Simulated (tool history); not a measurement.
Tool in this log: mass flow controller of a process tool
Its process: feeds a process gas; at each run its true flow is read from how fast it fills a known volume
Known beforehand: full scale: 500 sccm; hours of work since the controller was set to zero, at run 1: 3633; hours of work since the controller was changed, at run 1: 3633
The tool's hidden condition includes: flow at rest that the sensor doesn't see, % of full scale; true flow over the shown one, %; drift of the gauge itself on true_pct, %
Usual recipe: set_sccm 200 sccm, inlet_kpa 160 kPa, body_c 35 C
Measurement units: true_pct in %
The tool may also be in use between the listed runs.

run,day,set_sccm,inlet_kpa,body_c,hours of work since the controller was set to zero,hours of work since the controller was changed,true_pct
1,0.000,200,160,35,3633,3633,98.80
2,4.217,200,160,35,3713,3713,98.70
3,8.971,200,160,35,3804,3804,98.84
4,14.250,200,160,35,3904,3904,98.68
5,17.517,200,160,35,3966,3966,98.79
6,19.908,200,160,35,4012,4012,98.74
# day 20.188: controller's zero set anew
7,24.454,200,160,35,81,4098,98.96
8,27.904,200,160,35,147,4164,98.91
9,31.058,200,160,35,207,4224,99.00
10,33.854,200,154,35,260,4277,99.02

For run 11, what comes out?
# day 37.517: controller's zero set anew, once more
11,37.808,467,173,22,6,4352,?

true_pct: 98.42 %
Without the tool's hidden state the same run would have given true_pct 99.65 %.
